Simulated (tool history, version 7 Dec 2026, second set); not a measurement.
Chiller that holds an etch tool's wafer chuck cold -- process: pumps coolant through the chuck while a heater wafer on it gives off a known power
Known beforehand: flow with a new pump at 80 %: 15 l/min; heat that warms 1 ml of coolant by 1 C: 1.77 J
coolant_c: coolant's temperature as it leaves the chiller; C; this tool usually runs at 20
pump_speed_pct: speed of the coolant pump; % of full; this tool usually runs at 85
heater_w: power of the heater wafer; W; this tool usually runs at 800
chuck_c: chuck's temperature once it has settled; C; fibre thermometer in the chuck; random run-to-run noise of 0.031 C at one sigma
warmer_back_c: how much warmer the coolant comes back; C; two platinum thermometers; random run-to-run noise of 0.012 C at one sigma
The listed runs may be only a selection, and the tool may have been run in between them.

run,hour,coolant_c,pump_speed_pct,heater_w,chuck_c,warmer_back_c
1,0.0,20,85,800,24.56,1.69
2,88.4,20,85,800,24.65,1.70
3,138.5,20,85,599,23.49,1.28
4,201.7,20,85,599,23.50,1.27
5,253.7,20,85,599,23.54,1.29
6,323.5,20,85,800,24.72,1.72
7,390.5,18,85,800,22.67,1.69
8,475.1,18,85,800,22.72,1.72
9,538.3,18,77,530,21.44,1.21
10,642.4,11,70,1079,18.48,2.77
# hour 688.4: chiller's thermometer calibrated
11,700.4,14,75,631,18.24,1.51
12,747.7,16,98,631,19.30,1.17
13,813.6,27,66,800,32.90,2.20
14,903.7,27,72,610,31.32,1.53
15,1010.7,15,85,463,17.84,0.97

3 ways to go on from here, each from the tool as it stands after run 15. What would each give?
A,1077.3,25,85,406,?,?
B,1077.3,18,63,969,?,?
C,1077.3,15,63,602,?,?

run,chuck_c,warmer_back_c
A,27.54,0.90
B,25.52,2.79
C,19.71,1.74
Had the tool no hidden state, the same runs would have come out as:
run,chuck_c,warmer_back_c
A,27.35,0.90
B,25.33,2.79
C,19.52,1.74
